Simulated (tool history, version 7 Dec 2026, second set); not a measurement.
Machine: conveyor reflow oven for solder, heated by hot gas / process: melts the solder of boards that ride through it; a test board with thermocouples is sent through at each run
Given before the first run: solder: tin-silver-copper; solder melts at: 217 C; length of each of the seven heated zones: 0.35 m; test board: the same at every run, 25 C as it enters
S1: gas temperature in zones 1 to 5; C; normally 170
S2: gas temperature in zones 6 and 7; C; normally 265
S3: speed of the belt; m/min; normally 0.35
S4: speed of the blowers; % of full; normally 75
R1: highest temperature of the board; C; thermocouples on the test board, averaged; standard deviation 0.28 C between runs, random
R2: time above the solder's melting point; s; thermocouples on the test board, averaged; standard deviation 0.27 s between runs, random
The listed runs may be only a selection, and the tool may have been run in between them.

| run | hour | S1 | S2 | S3 | S4 | R1 | R2 |
|---|---|---|---|---|---|---|---|
| 1 | 0 | 170 | 265 | 0.35 | 75 | 254.1 | 92.9 |
| 2 | 16.3 | 178 | 265 | 0.35 | 75 | 255.2 | 97.3 |
| 3 | 34.1 | 170 | 265 | 0.35 | 82 | 254.8 | 93.8 |
| 4 | 43.6 | 170 | 264 | 0.35 | 82 | 254.2 | 93.2 |
| 5 | 54 | 170 | 264 | 0.35 | 82 | 254.1 | 93.6 |
| 6 | 73.1 | 170 | 265 | 0.35 | 52 | 247.6 | 82.3 |
| 7 | 91.8 | 170 | 265 | 0.35 | 52 | 248.1 | 82.4 |
| 8 | 110 | 170 | 265 | 0.35 | 52 | 248.1 | 82.2 |
| 9 | 127.9 | 170 | 265 | 0.35 | 75 | 253.8 | 91.8 |
| 10 | 136.5 | 170 | 265 | 0.35 | 75 | 252.9 | 91.8 |
| 11 | 151.9 | 179 | 265 | 0.35 | 75 | 254.6 | 97.9 |
| 12 | 166.5 | 170 | 265 | 0.35 | 75 | 253.2 | 91.9 |
|  | 173 | flux residue cleaned out of gas plates and filters |
| 13 | 179.6 | 170 | 265 | 0.35 | 75 | 252.7 | 90.3 |
| 14 | 188.1 | 170 | 265 | 0.35 | 75 | 252.6 | 90.4 |
| 15 | 206.6 | 170 | 265 | 0.35 | 75 | 252.1 | 89.8 |
| 16 | 225.2 | 170 | 253 | 0.35 | 75 | 241.3 | 77.1 |
|  | 233 | flux residue cleaned out of gas plates and filters, once more |
| 17 | 244.3 | 183 | 268 | 0.306 | 68 | 260.6 | 121.7 |
| 18 | 256.4 | 185 | 266 | 0.306 | 57 | 256.7 | 118 |
| 19 | 264.6 | 168 | 277 | 0.35 | 75 | 265.5 | 101.8 |
| 20 | 283.9 | 170 | 254 | 0.359 | 75 | 244 | 79.6 |
| 21 | 299.3 | 170 | 254 | 0.359 | 75 | 243.5 | 79.5 |
| 22 | 314.5 | 170 | 259 | 0.363 | 66 | 246.5 | 79.6 |
| 23 | 331.7 | 170 | 259 | 0.363 | 66 | 246.1 | 79.8 |
| 24 | 343.1 | 170 | 265 | 0.327 | 75 | 255.8 | 102.2 |
| 25 | 353.3 | 170 | 265 | 0.327 | 75 | 255.6 | 102.3 |
| 26 | 369.3 | 170 | 265 | 0.327 | 75 | 255.8 | 102.7 |
| 27 | 379.8 | 170 | 273 | 0.413 | 84 | 259 | 81.6 |
| 28 | 399.1 | 170 | 273 | 0.35 | 75 | 261.8 | 99.3 |
| 29 | 415.2 | 170 | 274 | 0.35 | 60 | 258.7 | 95.8 |
| 30 | 434.1 | 170 | 267 | 0.35 | 90 | 258.2 | 98.6 |
| 31 | 448 | 170 | 267 | 0.35 | 90 | 258.5 | 98.5 |
| 32 | 466.6 | 170 | 265 | 0.394 | 75 | 251 | 77.7 |

Below, some changes in R1 between adjacent runs. For each, the amount present without the hidden state too (settings, incoming material, random variation) and the amount remaining for the hidden state with gauge scatter not shared by both compared results:
The tool's hidden condition here consists of: heat that the gas passes to the board, % of a clean oven's; belt's true speed, % of the reading; true gas temperature in zones 6 and 7 over the reading, C; drift of the gauge itself on peak_c, C; drift of the gauge itself on liquid_s, %.
Run 8 -> 9: S4 52 -> 75. R1 +5.7 C: hidden state -0.3, all else +6.
Run 12 -> 13: flux residue cleaned out of gas plates and filters. R1 -0.5 C: hidden state -0.8, all else +0.3.
Run 15 -> 16: S2 265 -> 253. R1 -10.8 C: hidden state +0.1, all else -10.9.
Run 16 -> 17: S1 170 -> 183, S2 253 -> 268, S3 0.35 -> 0.306, S4 75 -> 68, flux residue cleaned out of gas plates and filters, once more. R1 +19.3 C: hidden state +2, all else +17.3.
Run 19 -> 20: S1 168 -> 170, S2 277 -> 254, S3 0.35 -> 0.359. R1 -21.5 C: hidden state +0, all else -21.5.
